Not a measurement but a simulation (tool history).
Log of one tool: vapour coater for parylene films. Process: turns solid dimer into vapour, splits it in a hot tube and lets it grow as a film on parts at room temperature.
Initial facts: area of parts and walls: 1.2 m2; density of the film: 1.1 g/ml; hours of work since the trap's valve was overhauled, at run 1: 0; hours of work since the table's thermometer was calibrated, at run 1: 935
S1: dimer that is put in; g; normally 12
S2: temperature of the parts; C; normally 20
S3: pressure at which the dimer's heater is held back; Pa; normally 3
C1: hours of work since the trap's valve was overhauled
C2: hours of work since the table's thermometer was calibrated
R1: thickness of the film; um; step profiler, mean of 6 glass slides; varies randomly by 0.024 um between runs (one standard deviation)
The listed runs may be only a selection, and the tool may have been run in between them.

run     day  S1  S2    S3   C1    C2     R1
  1       0  12  20     3    0   935   7.95
  2   1.525  12  20     3   15   951   7.92
  3   3.604  12  20     3   36   971   7.97
  4   6.896  12  20     3   68  1004   7.88
  5   8.462  12  20     3   84  1019   7.82
  6  11.308  12  20     3  112  1048   7.81
  7  13.242  12  20     3  131  1067   7.74
  8  15.771  14  20     3  156  1092   9.01
  9  17.788  14  20  2.41  176  1112   9.32
 10  20.667  12  22     3  205  1140   7.07
     21.575  -- trap's valve overhauled
 11  23.633  12  22     3   20  1168    6.7
 12  25.204  12  22     3   36  1184   6.71
 13  28.121  12  22     3   65  1213   6.67
 14  31.321  12  19     3   97  1244   7.45
 15  33.175  12  19     3  115  1263    7.4
 16  36.438  12  19     3  147  1295   7.32
 17  39.712  12  14     3  180  1328   7.68
 18  41.196  12  14     3  195  1342   7.66
     41.662  -- trap's valve overhauled, once more
 19  43.817  12  14     3   21  1367   8.85
 20  45.188  12  14     3   35  1380   8.83
 21  48.171   8  29   2.8   65  1410   3.82
 22  50.192   8  29   2.8   85  1430    3.8
 23  52.738  12  22     3  110  1455   7.26
 24  55.417   6  22  2.06  136  1482    3.9
 25  57.629  10  20  2.67  158  1504   6.62
 26  60.796  12  31     3  190  1535   5.08
 27  62.879  10  15   2.9  210  1556   7.03
     63.304  -- trap's valve overhauled
 28  64.912  10  15   2.9   16  1574    7.4
 29  67.654   5  19  3.68   43  1602   3.33
 30  70.617  13  19  8.32   73  1631   7.32
 31  73.629  13  19  8.32  102  1661   7.29
 32  75.733  12  20  5.99  123  1682    6.9
 33  78.062   7  20  2.87  146  1705   4.59
     79.838  -- table's thermometer calibrated
 34  80.221  20  20     3  167     4  12.59
 35  82.346  20  20     3  188    25  12.57
 36  83.967  15  14     3  205    41  10.55
      84.95  -- trap's valve overhauled
 37  86.388   6  20  9.23   14    63   3.16
 38  89.454  13  20  4.96   45    94   7.71
 39  91.062  12  20     3   61   110    7.8

4 ways to go on from here, each from the tool as it stands after run 39. What would each give?
  A  93.546  16  25  3.82  85  134   ?
  B  93.546  14  22     3  85  134   ?
  C  93.546  12  14  4.29  85  134   ?
  D  93.546  12  20  9.71  85  134   ?

run    R1
  A  8.13
  B   8.4
  C  8.74
  D  6.17
Without the tool's unlogged condition, the same runs would have read:
run    R1
  A  8.36
  B  8.64
  C  8.94
  D  6.35

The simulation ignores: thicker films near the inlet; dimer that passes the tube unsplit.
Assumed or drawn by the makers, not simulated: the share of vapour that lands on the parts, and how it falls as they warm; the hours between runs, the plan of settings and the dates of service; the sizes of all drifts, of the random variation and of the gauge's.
